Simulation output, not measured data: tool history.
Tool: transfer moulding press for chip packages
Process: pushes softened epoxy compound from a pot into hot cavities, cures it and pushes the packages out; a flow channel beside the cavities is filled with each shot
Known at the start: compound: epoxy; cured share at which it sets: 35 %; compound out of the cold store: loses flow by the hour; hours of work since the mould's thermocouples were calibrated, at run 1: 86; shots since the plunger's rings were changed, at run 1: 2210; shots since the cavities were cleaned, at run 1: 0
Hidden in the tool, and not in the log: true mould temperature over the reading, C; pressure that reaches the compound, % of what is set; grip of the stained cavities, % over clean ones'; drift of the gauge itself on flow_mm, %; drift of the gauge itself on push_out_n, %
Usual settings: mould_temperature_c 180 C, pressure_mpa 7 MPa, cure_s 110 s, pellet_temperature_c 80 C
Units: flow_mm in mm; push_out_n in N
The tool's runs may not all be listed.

run,hour,mould_temperature_c,pressure_mpa,cure_s,pellet_temperature_c,hours of work since the mould's thermocouples were calibrated,shots since the plunger's rings were changed,shots since the cavities were cleaned,incoming compound's hours out of the cold store,flow_mm,push_out_n
1,0,180,7,110,80,86,2210,0,27.6,831,361
2,7.1,180,7,110,80,89,2275,65,45.7,778,384
3,13.5,180,7,110,80,93,2334,124,22.1,851,433
4,23.3,180,7.34,110,80,98,2425,215,46.9,784,463
5,32.9,180,7.34,110,80,104,2513,303,47.4,795,473
6,42.5,180,7.34,110,80,109,2602,392,34,816,536
7,47,180,7.34,110,80,111,2643,433,38.5,801,553
8,56.5,180,7.34,110,80,116,2731,521,17.1,882,585
9,65.1,180,7,110,80,121,2810,600,22,834,624
10,71.8,180,7,110,86,125,2872,662,24.1,844,608
11,81.9,180,7,110,86,130,2965,755,12.4,868,636
12,90.7,180,7,110,81,135,3046,836,43.2,789,612
13,98.6,180,7,126,80,140,3119,909,32,807,562
14,104.2,180,7,126,80,143,3171,961,41.9,790,564
15,113.4,180,7,126,80,148,3255,1045,19.1,840,565
# hour 122.6: cavities cleaned with cleaning compound and waxed
16,123.2,180,7,139,80,152,3332,6,44.6,772,296
17,127.5,180,7,139,80,154,3371,45,42.6,775,307
18,137.4,181,7,129,70,160,3462,136,18.4,838,349
19,146.5,180,5.75,103,80,165,3547,221,25.1,742,518
20,154.9,179,7.41,127,75,169,3624,298,42.5,800,437
21,161.3,181,7.41,127,75,173,3683,357,22.3,869,408
22,166,181,7.41,127,75,176,3726,400,22.2,846,443
23,171.1,181,7.41,127,75,178,3773,447,33.7,813,430
24,178.5,181,7.39,127,75,182,3842,516,23,838,475
25,185.5,181,5.68,127,75,186,3906,580,22.5,727,493
26,190.9,186,5.57,110,87,189,3956,630,47.6,649,499
27,201,186,5.57,110,87,195,4048,722,35.7,684,516
28,208.9,186,5.57,110,87,199,4122,796,11.5,745,537

Forecast each of these 5 alternatives for the next run:
A,216.7,185,7,110,80,203,4194,868,18.7,?,?
B,216.7,176,7,110,88,203,4194,868,21.1,?,?
C,216.7,186,5.45,110,74,203,4194,868,19.3,?,?
D,216.7,180,7,142,88,203,4194,868,29.4,?,?
E,216.7,176,6.12,110,80,203,4194,868,34,?,?

run,flow_mm,push_out_n
A,825,551
B,826,781
C,714,526
D,791,511
E,751,779
Without the tool's hidden state the same runs would have given:
run,flow_mm,push_out_n
A,898,298
B,898,420
C,777,284
D,861,277
E,818,421

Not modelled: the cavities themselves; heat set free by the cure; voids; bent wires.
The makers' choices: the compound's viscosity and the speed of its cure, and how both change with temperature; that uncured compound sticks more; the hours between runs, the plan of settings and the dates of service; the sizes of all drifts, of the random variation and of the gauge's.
